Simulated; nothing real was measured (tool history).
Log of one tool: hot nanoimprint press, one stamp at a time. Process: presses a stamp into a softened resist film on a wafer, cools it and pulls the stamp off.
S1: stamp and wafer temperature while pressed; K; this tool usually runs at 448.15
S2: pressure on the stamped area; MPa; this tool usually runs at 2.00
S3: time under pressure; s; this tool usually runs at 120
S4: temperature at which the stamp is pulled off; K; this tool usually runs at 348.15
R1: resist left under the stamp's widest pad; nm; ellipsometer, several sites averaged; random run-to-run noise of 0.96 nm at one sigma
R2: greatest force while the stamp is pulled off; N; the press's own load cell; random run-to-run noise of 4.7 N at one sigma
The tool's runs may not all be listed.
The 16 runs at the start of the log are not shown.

run     day      S1    S2   S3      S4     R1   R2
 17  31.688  439.15  2.50   67  348.15  239.9  250
 18  33.571  439.15  2.50   81  340.15  228.3  321
 19  35.212  449.15  2.00  100  337.15  178.6  337
 20  37.442  449.15  2.00  100  337.15  179.0  363
     39.192  -- plate thermocouple calibrated
 21  39.192  449.15  2.00  100  337.15  183.9  364
 22  40.283  448.15  2.60   73  345.15  183.9  304
 23  41.958  448.15  2.60   73  350.15  184.9  274
 24  43.746  448.15  2.60   85  335.15  175.8  392
     44.650  -- stamp cleaned and given a new release coat
 25  46.125  448.15  1.80  149  348.15  170.9  231
 26  47.750  448.15  1.80  149  342.15  171.9  279
 27  49.954  448.15  1.80  149  342.15  170.7  285
 28  51.992  448.15  1.70  149  355.15  175.5  201
 29  54.529  448.15  1.70  149  346.15  175.9  265

Run 30, settings as shown, results not yet in. Your forecast:
 30  56.167  448.15  1.70  149  346.15   ?   ?

{"run 30": {"R1": 173.1, "R2": 266}}
The same run, on a tool lacking any hidden state, would have yielded R1 175.5 nm, R2 239 N.

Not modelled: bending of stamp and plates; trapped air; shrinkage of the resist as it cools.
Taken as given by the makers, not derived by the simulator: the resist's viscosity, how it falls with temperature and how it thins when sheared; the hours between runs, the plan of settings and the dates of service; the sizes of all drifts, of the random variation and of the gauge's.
